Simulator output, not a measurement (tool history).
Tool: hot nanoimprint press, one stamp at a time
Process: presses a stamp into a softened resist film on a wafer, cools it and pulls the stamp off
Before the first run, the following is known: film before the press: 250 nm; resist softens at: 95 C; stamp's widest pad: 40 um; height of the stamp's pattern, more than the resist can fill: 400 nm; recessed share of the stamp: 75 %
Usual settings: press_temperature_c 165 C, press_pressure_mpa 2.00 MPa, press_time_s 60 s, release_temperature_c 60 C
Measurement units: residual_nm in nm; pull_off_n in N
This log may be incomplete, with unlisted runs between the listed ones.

run    hour  press_temperature_c  press_pressure_mpa  press_time_s  release_temperature_c  residual_nm  pull_off_n
  1     0.0                  165                2.00            60                     60        107.2         238
       48.0  -- stamp cleaned and given a new release coat
  2    59.2                  165                2.00            60                     60        105.9         224
  3   111.8                  165                2.00            60                     60        108.2         226
      147.1  -- press's hydraulic seals changed and the load cell set to zero
  4   198.9                  165                2.00            41                     60        122.0         225
  5   292.3                  165                2.00            41                     60        121.7         232
  6   376.0                  165                2.00            60                     60        107.9         234
      400.3  -- plate thermocouple calibrated
  7   469.2                  165                2.00            60                     56        107.7         247
      493.7  -- stamp cleaned and given a new release coat
  8   519.9                  165                2.00            60                     56        108.5         239
  9   596.5                  165                2.00            60                     60        106.9         223
 10   649.9                  165                2.00            60                     60        107.0         228
 11   732.4                  165                2.00            60                     60        107.7         224
 12   811.1                  165                2.00            60                     60        107.1         233
 13   914.7                  165                2.00            60                     60        107.3         236
      930.3  -- stamp cleaned and given a new release coat
 14   989.8                  165                2.00            60                     60        107.3         224
     1079.8  -- plate thermocouple calibrated
 15  1095.4                  165                2.00            60                     60        108.2         231
 16  1144.5                  165                2.00            60                     60        106.8         229
     1216.8  -- press's hydraulic seals changed and the load cell set to zero
 17  1245.5                  155                2.00            32                     60        183.5         239
 18  1321.1                  155                1.40            32                     49        205.0         253
     1374.7  -- stamp cleaned and given a new release coat
 19  1407.7                  154                2.00            60                     60        164.3         232
 20  1464.3                  161                2.00            32                     60        153.4         233
 21  1561.0                  165                2.00            60                     50        107.0         250
 22  1661.2                  174                2.46            56                     47         68.8         259
 23  1717.8                  165                1.32            50                     53        140.8         250
     1757.0  -- plate thermocouple calibrated
     1809.5  -- stamp cleaned and given a new release coat
 24  1823.8                  165                1.32            50                     53        139.7         244
 25  1899.2                  162                1.74           106                     52        107.7         246
 26  1960.0                  162                1.74           106                     52        106.9         255
 27  2057.9                  161                1.74           106                     56        111.9         247
 28  2139.5                  161                1.74           106                     56        112.9         243
     2243.3  -- stamp cleaned and given a new release coat
 29  2244.2                  161                1.74           106                     56        111.1         242

Consider 3 possible next runs. They are alternatives, not a sequence: every one starts from the tool as it was left by run 29. What does each give?
     2293.1  -- press's hydraulic seals changed and the load cell set to zero
  A  2301.6                  154                2.24            60                     51            ?           ?
     2293.1  -- press's hydraulic seals changed and the load cell set to zero
  B  2301.6                  161                1.74           106                     59            ?           ?
     2293.1  -- press's hydraulic seals changed and the load cell set to zero
  C  2301.6                  161                1.74           106                     47            ?           ?

run  residual_nm  pull_off_n
  A        156.7         254
  B        112.0         227
  C        113.0         255
Take away the tool's hidden state, keep each run's random variation, and the runs would have read:
run  residual_nm  pull_off_n
  A        156.6         253
  B        111.9         227
  C        112.9         255
